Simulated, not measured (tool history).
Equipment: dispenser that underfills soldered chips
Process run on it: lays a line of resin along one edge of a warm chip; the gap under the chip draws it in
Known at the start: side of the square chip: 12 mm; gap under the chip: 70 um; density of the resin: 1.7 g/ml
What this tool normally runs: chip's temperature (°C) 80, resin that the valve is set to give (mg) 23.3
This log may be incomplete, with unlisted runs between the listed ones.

| run | day | chip's temperature (°C) | resin that the valve is set to give (mg) | time until the resin shows at the far edge (s) | resin that the valve gave (mg) |
|---|---|---|---|---|---|
| 1 | 0 | 80 | 23.3 | 132.8 | 22.89 |
|  | 0.117 | new syringe of resin |
| 2 | 0.171 | 80 | 21.1 | 104.3 | 20.47 |
|  | 0.288 | dispensing valve cleaned and set on the balance |
| 3 | 0.375 | 80 | 21.1 | 132 | 21.03 |
|  | 0.5 | new syringe of resin |
| 4 | 0.725 | 80 | 21.7 | 132 | 21.76 |
|  | 0.838 | new syringe of resin |
| 5 | 1.033 | 80 | 23.3 | 124.1 | 23.24 |
|  | 1.183 | new syringe of resin |
| 6 | 1.325 | 72 | 23.3 | 159.8 | 23.13 |
|  | 1.529 | new syringe of resin |
| 7 | 1.604 | 72 | 23.3 | 149.8 | 23.32 |
|  | 1.867 | new syringe of resin |
| 8 | 1.962 | 72 | 23.3 | 151.9 | 23.09 |
|  | 2.217 | new syringe of resin |
| 9 | 2.292 | 72 | 23.3 | 143.2 | 22.94 |
|  | 2.55 | new syringe of resin |
| 10 | 2.625 | 80 | 28.4 | 103.2 | 27.94 |
| 11 | 2.792 | 80 | 23.3 | 138 | 22.87 |
|  | 2.908 | new syringe of resin |
| 12 | 3.175 | 80 | 23.3 | 143.5 | 22.83 |
|  | 3.246 | new syringe of resin |
| 13 | 3.392 | 80 | 27.8 | 113.9 | 27.39 |
|  | 3.462 | dispensing valve cleaned and set on the balance |
| 14 | 3.588 | 80 | 27.8 | 143.9 | 27.52 |
|  | 3.633 | new syringe of resin |
| 15 | 3.896 | 80 | 21.7 | 145.5 | 21.76 |
|  | 3.975 | new syringe of resin |
| 16 | 4.162 | 72 | 21.7 | 177.2 | 21.47 |
|  | 4.312 | new syringe of resin |
| 17 | 4.471 | 92 | 23.8 | 70.8 | 23.65 |
| 18 | 4.621 | 68 | 29.7 | 240 | 29.4 |
|  | 4.662 | new syringe of resin |
| 19 | 4.971 | 90 | 22.2 | 101.1 | 21.96 |
|  | 4.996 | new syringe of resin |
| 20 | 5.3 | 92 | 22.4 | 92.3 | 22.07 |
|  | 5.342 | new syringe of resin |
| 21 | 5.529 | 92 | 22.4 | 79 | 22.2 |
|  | 5.675 | new syringe of resin |
| 22 | 5.871 | 83 | 20.7 | 116.8 | 20.26 |
|  | 6.025 | new syringe of resin |
| 23 | 6.162 | 93 | 26.1 | 66.1 | 25.65 |
|  | 6.358 | new syringe of resin |
| 24 | 6.446 | 86 | 28.4 | 82.3 | 27.92 |
|  | 6.633 | dispensing valve cleaned and set on the balance |
|  | 6.754 | new syringe of resin |
| 25 | 6.796 | 86 | 28.4 | 76.6 | 28.44 |
| 26 | 6.958 | 77 | 23.3 | 149.1 | 23.23 |
|  | 7.092 | new syringe of resin |
| 27 | 7.233 | 79 | 29.2 | 121.2 | 29.15 |
|  | 7.425 | new syringe of resin |
| 28 | 7.438 | 73 | 27.6 | 126.5 | 27.42 |
|  | 7.762 | new syringe of resin |
| 29 | 7.762 | 75 | 23.3 | 120.8 | 23.21 |
| 30 | 8 | 72 | 23.3 | 200.2 | 22.96 |
|  | 8.108 | new syringe of resin |
| 31 | 8.329 | 72 | 23.3 | 189.4 | 23.13 |

Some steps in time until the resin shows at the far edge (s) between neighbouring runs. How much of each would the tool show without its hidden state too (settings, what came in, random variation), and how much is left for the hidden state, with any gauge scatter that isn't in both results?
The hidden state here: resin's viscosity, % of fresh resin's; dose that the valve gives, % of what is set; true chip temperature over the reading, C; drift of the gauge itself on fill_s, %; drift of the gauge itself on given_mg, %.
Run 16 -> 17: chip's temperature (°C) 72 -> 92, resin that the valve is set to give (mg) 21.7 -> 23.8, new syringe of resin. time until the resin shows at the far edge (s) -106.4: hidden state -33.1, all else -73.3.
Run 17 -> 18: chip's temperature (°C) 92 -> 68, resin that the valve is set to give (mg) 23.8 -> 29.7. time until the resin shows at the far edge (s) +169.2: hidden state +77.7, all else +91.5.
Run 18 -> 19: chip's temperature (°C) 68 -> 90, resin that the valve is set to give (mg) 29.7 -> 22.2, new syringe of resin. time until the resin shows at the far edge (s) -138.9: hidden state -53.8, all else -85.1.
Run 29 -> 30: chip's temperature (°C) 75 -> 72. time until the resin shows at the far edge (s) +79.4: hidden state +62.5, all else +16.9.

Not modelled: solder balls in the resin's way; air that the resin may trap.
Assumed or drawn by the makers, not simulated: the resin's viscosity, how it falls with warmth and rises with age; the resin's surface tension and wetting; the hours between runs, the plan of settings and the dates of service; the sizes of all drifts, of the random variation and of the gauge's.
